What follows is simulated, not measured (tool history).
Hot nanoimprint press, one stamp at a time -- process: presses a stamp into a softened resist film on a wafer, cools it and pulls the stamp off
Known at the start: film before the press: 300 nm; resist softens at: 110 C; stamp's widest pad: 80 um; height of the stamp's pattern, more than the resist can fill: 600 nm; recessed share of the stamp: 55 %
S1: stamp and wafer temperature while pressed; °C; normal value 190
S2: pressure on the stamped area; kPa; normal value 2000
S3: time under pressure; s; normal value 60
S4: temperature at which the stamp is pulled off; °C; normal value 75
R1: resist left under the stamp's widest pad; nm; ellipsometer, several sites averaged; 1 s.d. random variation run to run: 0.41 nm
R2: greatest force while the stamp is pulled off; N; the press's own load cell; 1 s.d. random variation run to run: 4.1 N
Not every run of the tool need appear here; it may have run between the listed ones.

Run 1, hour 0: usual settings. Result: R1 152.2 nm, R2 205 N.
Run 2, hour 31.3: usual settings. Result: R1 151.4 nm, R2 197 N.
At hour 63.5: stamp cleaned and given a new release coat.
Run 3, hour 78.2: usual settings but S2 2580 kPa. Result: R1 135 nm, R2 204 N.
Run 4, hour 116.9: usual settings. Result: R1 152.4 nm, R2 203 N.
Run 5, hour 154.6: usual settings. Result: R1 152.4 nm, R2 199 N.
Run 6, hour 185.1: usual settings. Result: R1 151.9 nm, R2 200 N.
Run 7, hour 218.4: usual settings. Result: R1 151.1 nm, R2 202 N.
Run 8, hour 238.7: usual settings. Result: R1 151.5 nm, R2 200 N.
Run 9, hour 264.7: usual settings but S1 201 °C, S3 47 s, S4 74 °C. Result: R1 108.9 nm, R2 202 N.
Run 10, hour 296.5: usual settings but S1 191 °C, S3 114 s, S4 81 °C. Result: R1 115.7 nm, R2 177 N.
Run 11, hour 317.8: usual settings but S1 187 °C, S3 114 s, S4 78 °C. Result: R1 136 nm, R2 190 N.
Run 12, hour 345.2: usual settings but S1 185 °C, S2 2310 kPa, S3 112 s, S4 69 °C. Result: R1 138.1 nm, R2 227 N.
Run 13, hour 378.6: usual settings but S1 185 °C, S2 1560 kPa, S3 76 s, S4 69 °C. Result: R1 186 nm, R2 221 N.
Run 14, hour 398.1: usual settings but S1 199 °C, S4 72 °C. Result: R1 106.7 nm, R2 209 N.

Predict each of these 5 candidate next runs independently; none follows another, all start after run 14:
Run A, hour 438.5: usual settings but S1 199 °C, S3 76 s, S4 72 °C. Result: R1 ?, R2 ?.
Run B, hour 438.5: usual settings but S3 56 s. Result: R1 ?, R2 ?.
Run C, hour 438.5: usual settings but S3 87 s, S4 63 °C. Result: R1 ?, R2 ?.
Run D, hour 438.5: usual settings but S1 199 °C, S4 77 °C. Result: R1 ?, R2 ?.
Run E, hour 438.5: usual settings but S1 191 °C, S2 2800 kPa, S3 59 s, S4 72 °C. Result: R1 ?, R2 ?.

run     R1   R2
  A   97.9  221
  B    154  204
  C  132.6  249
  D  106.8  187
  E  123.9  214
Take away the tool's hidden state, keep each run's random variation, and the runs would have read:
run     R1   R2
  A     99  219
  B  155.9  202
  C  134.2  247
  D    108  185
  E  125.4  212
